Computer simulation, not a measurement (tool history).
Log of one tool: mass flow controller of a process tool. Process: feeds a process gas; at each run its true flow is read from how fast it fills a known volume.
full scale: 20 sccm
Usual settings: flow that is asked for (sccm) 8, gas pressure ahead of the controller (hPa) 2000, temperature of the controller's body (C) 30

run	hour	flow that is asked for (sccm)	gas pressure ahead of the controller (hPa)	temperature of the controller's body (C)	true flow (%)
1	0	8	2000	30	99
2	146.7	8	2000	30	98.81
3	312.2	13	2000	30	99.49
4	419.1	8	1600	30	98.44
5	539.7	8	2210	30	98.73
6	618.5	8	2210	30	98.77
7	796.8	8	2210	30	98.75
8	894.4	3	2000	30	94.82
9	1020.4	3	2360	30	95.01
10	1184	4	2000	30	96.15
11	1331.5	8	2000	30	98.38
12	1451.2	8	2000	30	98.53
13	1597.5	8	1890	30	98.3
14	1710.3	8	2260	30	98.54
15	1854.4	8	1450	30	97.88
16	1973.6	8	1450	30	97.93
17	2046.8	8	2000	30	98.25
18	2183.6	8	2000	30	98.18
19	2275.6	8	2000	30	98.07
20	2438.6	8	1700	30	97.94
21	2574.3	8	1700	30	97.81
22	2683.5	8	1700	30	97.68
23	2823.8	8	1700	30	97.9
24	2946	8	2000	21	97.38
25	3104.3	3	1460	36	92.45
26	3199.8	3	1460	36	92.43
27	3317.7	16	2660	26	99.57
28	3402.8	3	2760	28	92.75
29	3543.3	3	2760	28	92.55
30	3627.4	3	2760	28	92.46
31	3720.9	3	2760	28	92.38
32	3875.2	8	2690	34	98.28
33	4037.6	9	2650	28	98.28
34	4160.7	9	2650	28	98.27
35	4268.3	9	2650	28	98.09
36	4424.3	9	2650	28	98.21
37	4539.1	9	2650	28	98.19
38	4705.1	6	1450	32	95.7
39	4786.2	16	2000	23	98.92
40	4909.5	9	2620	30	98.15
41	5077	10	1710	30	97.72
# hour 5154.9: controller's zero set anew
42	5212	3	2170	30	100.93
43	5382.1	3	2170	30	100.87
44	5494.5	5	2000	26	100.55
45	5670.7	5	2000	26	100.54
46	5758.2	5	2770	30	101.29
47	5913.6	3	2000	30	100.17

5 ways to go on from here, each from the tool as it stands after run 47. What would each give?
A	6049	11	2170	35	?
B	6049	4	2000	34	?
C	6049	17	2000	30	?
D	6049	7	2440	29	?
E	6049	9	1790	21	?

run	true flow (%)
A	101.41
B	100.59
C	101.08
D	100.85
E	100.23
Without the tool's hidden state the same runs would have given:
run	true flow (%)
A	100.57
B	100.26
C	100.14
D	100.18
E	99.46
